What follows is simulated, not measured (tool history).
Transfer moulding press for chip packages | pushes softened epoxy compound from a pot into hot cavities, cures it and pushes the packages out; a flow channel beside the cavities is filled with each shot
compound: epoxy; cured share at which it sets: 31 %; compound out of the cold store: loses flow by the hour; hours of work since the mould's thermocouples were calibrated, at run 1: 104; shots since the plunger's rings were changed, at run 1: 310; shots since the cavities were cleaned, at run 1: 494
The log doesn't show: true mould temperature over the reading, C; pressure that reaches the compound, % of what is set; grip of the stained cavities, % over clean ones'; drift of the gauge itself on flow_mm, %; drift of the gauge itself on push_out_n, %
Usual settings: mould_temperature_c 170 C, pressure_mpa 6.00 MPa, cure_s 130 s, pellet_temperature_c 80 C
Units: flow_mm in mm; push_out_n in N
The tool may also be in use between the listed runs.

run   hour  mould_temperature_c  pressure_mpa  cure_s  pellet_temperature_c  hours of work since the mould's thermocouples were calibrated  shots since the plunger's rings were changed  shots since the cavities were cleaned  incoming compound's hours out of the cold store  flow_mm  push_out_n
  1    0.0                  170          6.00     130                    80                                                            104                                           310                                    494                                             30.7      888        1065
  2   18.0                  163          6.00     130                    80                                                            113                                           442                                    626                                             28.7      951        1860
      35.0  -- cavities cleaned with cleaning compound and waxed
  3   39.2                  170          7.36     130                    80                                                            123                                           587                                     31                                             21.5     1032         582
  4   52.8                  170          6.00     130                    82                                                            129                                           687                                    131                                             22.5      920         754
  5   67.2                  170          6.00     130                    80                                                            136                                           793                                    237                                             15.7      939         891
  6   81.7                  170          6.00     130                    80                                                            144                                           899                                    343                                             47.0      814         906
  7   92.4                  170          6.00     130                    76                                                            149                                           977                                    421                                             20.2      940        1016
  8  108.0                  170          6.00     131                    76                                                            157                                          1092                                    536                                             25.1      907        1037
  9  119.4                  170          6.00     131                    76                                                            162                                          1177                                    621                                             23.5      913        1068
 10  128.7                  170          6.00     131                    76                                                            167                                          1244                                    688                                             11.3      967        1117
     138.1  -- cavities cleaned with cleaning compound and waxed
 11  147.9                  170          6.00     131                    76                                                            176                                          1375                                     72                                             27.7      899         650
 12  167.3                  170          6.00     130                    80                                                            185                                          1517                                    214                                             41.7      828         786
 13  178.6                  170          6.00     130                    80                                                            191                                          1601                                    298                                             39.9      834         895
 14  197.5                  170          6.00     130                    80                                                            200                                          1739                                    436                                             17.5      919         991
 15  216.2                  177          4.53     152                    76                                                            209                                          1877                                    574                                             23.9      753         817
 16  232.5                  168          6.00     130                    76                                                            217                                          1996                                    693                                             22.5      911        1267
     240.7  -- cavities cleaned with cleaning compound and waxed
 17  243.1                  168          6.00     130                    76                                                            222                                          2063                                     18                                             20.3      921         624
 18  253.2                  166          5.76     140                    84                                                            227                                          2137                                     92                                             30.1      879         792
 19  262.6                  165          5.29     140                    77                                                            231                                          2207                                    162                                             47.9      769         880
 20  276.8                  171          6.61     168                    80                                                            238                                          2311                                    266                                             13.8      972         682
 21  291.4                  176          5.55     168                    80                                                            246                                          2418                                    373                                             15.0      854         735
 22  307.3                  175          5.80     169                    80                                                            253                                          2535                                    490                                             39.4      791         780
 23  317.6                  177          5.80     131                    80                                                            259                                          2610                                    565                                             14.6      867         866
 24  325.5                  177          5.80     131                    80                                                            262                                          2669                                    624                                             14.6      871         839
 25  338.5                  177          5.80     131                    80                                                            269                                          2765                                    720                                             27.5      808         869
     343.4  -- cavities cleaned with cleaning compound and waxed
 26  355.8                  172          5.80     131                    80                                                            277                                          2880                                     90                                             36.4      804         580
 27  368.5                  168          5.80     159                    81                                                            283                                          2974                                    184                                             39.2      821         697
 28  379.0                  170          6.13     130                    80                                                            288                                          3051                                    261                                             32.3      848         842

4 ways to go on from here, each from the tool as it stands after run 28. What would each give?
  A  396.4                  170          6.13     130                    87                                                            297                                          3178                                    388                                             40.8        ?           ?
  B  396.4                  171          6.13     143                    80                                                            297                                          3178                                    388                                             12.2        ?           ?
  C  396.4                  170          6.00     111                    80                                                            297                                          3178                                    388                                             27.4        ?           ?
  D  396.4                  170          6.36     130                    80                                                            297                                          3178                                    388                                             11.7        ?           ?

run  flow_mm  push_out_n
  A      805         910
  B      923         847
  C      860        1286
  D      950         966
Without the tool's hidden state the same runs would have given:
run  flow_mm  push_out_n
  A      856         479
  B      982         447
  C      915         687
  D     1010         514
